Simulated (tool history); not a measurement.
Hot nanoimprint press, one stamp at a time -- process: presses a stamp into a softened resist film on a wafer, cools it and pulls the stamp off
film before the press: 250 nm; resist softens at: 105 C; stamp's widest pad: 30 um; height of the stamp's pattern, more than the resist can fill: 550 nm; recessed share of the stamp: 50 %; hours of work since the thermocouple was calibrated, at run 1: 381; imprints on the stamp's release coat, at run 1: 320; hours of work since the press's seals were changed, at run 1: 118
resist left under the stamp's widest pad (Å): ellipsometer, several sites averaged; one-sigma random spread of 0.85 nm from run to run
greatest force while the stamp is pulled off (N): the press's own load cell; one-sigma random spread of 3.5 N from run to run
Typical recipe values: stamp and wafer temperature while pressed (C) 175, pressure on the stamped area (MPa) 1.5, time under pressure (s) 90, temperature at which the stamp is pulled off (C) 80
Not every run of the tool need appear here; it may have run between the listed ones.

run,hour,stamp and wafer temperature while pressed (C),pressure on the stamped area (MPa),time under pressure (s),temperature at which the stamp is pulled off (C),hours of work since the thermocouple was calibrated,imprints on the stamp's release coat,hours of work since the press's seals were changed,resist left under the stamp's widest pad (Å),greatest force while the stamp is pulled off (N)
1,0,175,1.5,90,80,381,320,118,1191,183
2,53.6,175,1.5,90,80,409,443,146,1223,181
3,111.1,185,1.5,90,80,440,575,176,916,196
4,178.5,185,1.5,90,80,475,730,212,913,193
# hour 204.3: stamp cleaned and given a new release coat
5,242.4,185,1.5,90,80,506,88,243,927,172
6,299.3,185,1.5,90,80,536,218,273,922,183
# hour 308.2: plate thermocouple calibrated
7,365.2,185,2.25,90,80,30,363,307,752,187
8,418.9,185,2.25,90,86,59,486,335,745,182
9,496.5,167,1.5,90,80,100,665,376,1589,191
# hour 546.1: stamp cleaned and given a new release coat
10,563.4,175,1.83,90,80,132,40,409,1143,169
# hour 574.2: plate thermocouple calibrated, once more
11,627.1,175,2.19,90,80,28,179,441,948,174
12,670.9,175,2.19,90,80,51,280,464,939,180
13,754.7,175,1.5,90,80,96,472,508,1165,182
14,791.6,175,1.5,90,80,115,557,528,1171,184
15,868.2,175,1.5,60,80,156,733,569,1320,192
# hour 888.4: stamp cleaned and given a new release coat
16,914.2,175,0.92,90,80,177,59,590,1490,170
17,952.8,175,0.92,90,80,198,147,610,1490,174
18,1007.9,172,1.47,126,68,227,274,640,1174,195
19,1068.6,180,1.26,90,83,259,413,672,1141,181
# hour 1102.6: press's hydraulic seals changed and the load cell set to zero
20,1117.1,184,2.32,60,85,281,507,8,827,183
21,1201,167,1.2,53,80,325,699,52,1861,195
# hour 1235.3: stamp cleaned and given a new release coat
22,1292.1,175,2.12,90,81,370,131,97,981,170
23,1375.6,175,1.02,90,81,415,323,142,1466,184
24,1451.6,175,2.08,90,80,455,497,182,1015,191
25,1517.5,170,2.08,90,75,490,648,217,1188,195
# hour 1574.8: stamp cleaned and given a new release coat
26,1593.8,181,2.27,58,87,527,44,254,944,164
# hour 1617.5: plate thermocouple calibrated
27,1664.8,186,2.27,58,87,25,200,290,796,170
28,1723.9,175,1.46,90,72,56,336,322,1160,193
29,1812.1,180,1.07,90,72,103,539,369,1211,199

5 ways to go on from here, each from the tool as it stands after run 29. What would each give?
A,1887.3,180,1.07,90,83,143,711,408,?,?
B,1887.3,174,2.15,95,72,143,711,408,?,?
C,1887.3,175,1.5,90,82,143,711,408,?,?
D,1887.3,175,0.9,90,80,143,711,408,?,?
E,1887.3,180,0.99,160,71,143,711,408,?,?

run,resist left under the stamp's widest pad (Å),greatest force while the stamp is pulled off (N)
A,1214,187
B,981,192
C,1174,196
D,1513,192
E,1057,201
Stripped of hidden state, with their random variation kept, the same runs would have yielded:
run,resist left under the stamp's widest pad (Å),greatest force while the stamp is pulled off (N)
A,1186,165
B,949,170
C,1142,174
D,1481,170
E,1031,178

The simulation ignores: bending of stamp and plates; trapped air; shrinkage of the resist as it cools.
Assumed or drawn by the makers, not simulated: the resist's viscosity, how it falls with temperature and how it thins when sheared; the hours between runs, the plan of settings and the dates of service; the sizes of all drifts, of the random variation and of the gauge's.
